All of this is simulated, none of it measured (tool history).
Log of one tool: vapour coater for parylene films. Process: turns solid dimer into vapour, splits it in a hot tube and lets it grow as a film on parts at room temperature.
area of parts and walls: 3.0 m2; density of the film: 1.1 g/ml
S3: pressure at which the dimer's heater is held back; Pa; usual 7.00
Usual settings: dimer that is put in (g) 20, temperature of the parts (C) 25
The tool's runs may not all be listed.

Run 1, day 0.000: usual settings. Result: thickness of the film (um) 3.77.
Run 2, day 1.617: usual settings. Result: thickness of the film (um) 3.77.
Run 3, day 3.038: usual settings but temperature of the parts (C) 23. Result: thickness of the film (um) 4.09.
Run 4, day 4.396: usual settings but temperature of the parts (C) 23. Result: thickness of the film (um) 4.16.
At day 5.646: trap's valve overhauled.
Run 5, day 5.983: usual settings but temperature of the parts (C) 23. Result: thickness of the film (um) 4.51.
Run 6, day 6.779: usual settings but temperature of the parts (C) 23. Result: thickness of the film (um) 4.51.
Run 7, day 7.908: usual settings but temperature of the parts (C) 29. Result: thickness of the film (um) 3.48.
Run 8, day 9.083: usual settings but temperature of the parts (C) 29. Result: thickness of the film (um) 3.46.
Run 9, day 10.633: usual settings but temperature of the parts (C) 29. Result: thickness of the film (um) 3.48.
Run 10, day 11.317: usual settings but temperature of the parts (C) 29. Result: thickness of the film (um) 3.40.
Run 11, day 12.596: usual settings but temperature of the parts (C) 29. Result: thickness of the film (um) 3.45.
Run 12, day 13.296: usual settings but dimer that is put in (g) 9, temperature of the parts (C) 36, S3 4.73 Pa. Result: thickness of the film (um) 1.24.
Run 13, day 14.821: usual settings but dimer that is put in (g) 33, temperature of the parts (C) 18, S3 8.05 Pa. Result: thickness of the film (um) 8.53.

Run 14 comes next. What will it give?
Run 14, day 15.879: usual settings but temperature of the parts (C) 32, S3 4.16 Pa. Result: thickness of the film (um) ?.

{"run 14": {"thickness of the film (um)": 3.23}}
Without the tool's hidden state the same run would have given thickness of the film (um) 3.33.

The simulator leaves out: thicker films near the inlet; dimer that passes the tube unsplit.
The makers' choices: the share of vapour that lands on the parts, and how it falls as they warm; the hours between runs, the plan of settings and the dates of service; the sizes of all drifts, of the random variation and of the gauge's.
